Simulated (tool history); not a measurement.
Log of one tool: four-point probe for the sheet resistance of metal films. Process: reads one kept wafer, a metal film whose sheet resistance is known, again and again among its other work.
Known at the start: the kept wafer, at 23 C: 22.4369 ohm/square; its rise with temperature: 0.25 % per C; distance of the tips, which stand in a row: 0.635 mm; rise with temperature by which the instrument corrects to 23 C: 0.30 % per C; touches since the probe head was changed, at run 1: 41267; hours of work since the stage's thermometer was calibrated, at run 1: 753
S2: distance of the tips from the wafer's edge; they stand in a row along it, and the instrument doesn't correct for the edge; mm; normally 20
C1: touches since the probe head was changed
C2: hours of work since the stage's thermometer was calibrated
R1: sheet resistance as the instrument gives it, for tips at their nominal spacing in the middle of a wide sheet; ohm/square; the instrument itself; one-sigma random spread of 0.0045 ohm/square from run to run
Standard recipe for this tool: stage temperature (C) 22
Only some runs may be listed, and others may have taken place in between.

{"run": 1, "hour": 0.0, "stage temperature (C)": 22, "S2": 20, "C1": 41267, "C2": 753, "R1": 22.373447}
{"run": 2, "hour": 40.0, "stage temperature (C)": 22, "S2": 64, "C1": 43583, "C2": 780, "R1": 22.361562}
{"run": 3, "hour": 57.8, "stage temperature (C)": 22, "S2": 64, "C1": 44611, "C2": 792, "R1": 22.340481}
{"run": 4, "hour": 96.8, "stage temperature (C)": 22, "S2": 64, "C1": 46872, "C2": 819, "R1": 22.351826}
{"run": 5, "hour": 130.0, "stage temperature (C)": 22, "S2": 64, "C1": 48792, "C2": 842, "R1": 22.344319}
{"run": 6, "hour": 165.9, "stage temperature (C)": 22, "S2": 10, "C1": 50871, "C2": 867, "R1": 22.38764}
{"run": 7, "hour": 195.1, "stage temperature (C)": 22, "S2": 10, "C1": 52562, "C2": 887, "R1": 22.382016}
{"run": 8, "hour": 217.8, "stage temperature (C)": 22, "S2": 10, "C1": 53877, "C2": 903, "R1": 22.386309}
{"run": 9, "hour": 251.2, "stage temperature (C)": 21, "S2": 51, "C1": 55810, "C2": 926, "R1": 22.343509}
{"run": 10, "hour": 270.0, "stage temperature (C)": 24, "S2": 64, "C1": 56899, "C2": 939, "R1": 22.315786}
{"run": 11, "hour": 302.2, "stage temperature (C)": 33, "S2": 25, "C1": 58761, "C2": 962, "R1": 22.209882}
{"run": 12, "hour": 327.9, "stage temperature (C)": 21, "S2": 36, "C1": 60247, "C2": 979, "R1": 22.341768}
{"run": 13, "hour": 365.0, "stage temperature (C)": 21, "S2": 36, "C1": 62398, "C2": 1005, "R1": 22.348183}
{"run": 14, "hour": 387.9, "stage temperature (C)": 25, "S2": 23, "C1": 63721, "C2": 1021, "R1": 22.306647}
{"run": 15, "hour": 412.9, "stage temperature (C)": 25, "S2": 23, "C1": 65168, "C2": 1038, "R1": 22.300207}
{"run": 16, "hour": 430.9, "stage temperature (C)": 28, "S2": 33, "C1": 66211, "C2": 1051, "R1": 22.243794}

Some steps in R1, run to run, broken into two amounts with sign: the step expected even without the hidden condition (settings, incoming material, random variation), and the rest, left for the hidden condition together with whatever gauge scatter is not in both the measured and the hidden-condition-free result:
The tool's hidden condition here consists of: inner tips' distance over the nominal, %; tips' flats over new ones', %; wafer's true temperature over the reading, C; drift of the gauge itself on sheet_ohm, %.
Run 3 -> 4: settings left as they were, no log entry in between. R1 +0.011345 ohm/square: hidden state -0.003862, all else +0.015207.
Run 11 -> 12: stage temperature (C) 33 -> 21, S2 25 -> 36. R1 +0.131886 ohm/square: hidden state -0.003604, all else +0.13549.
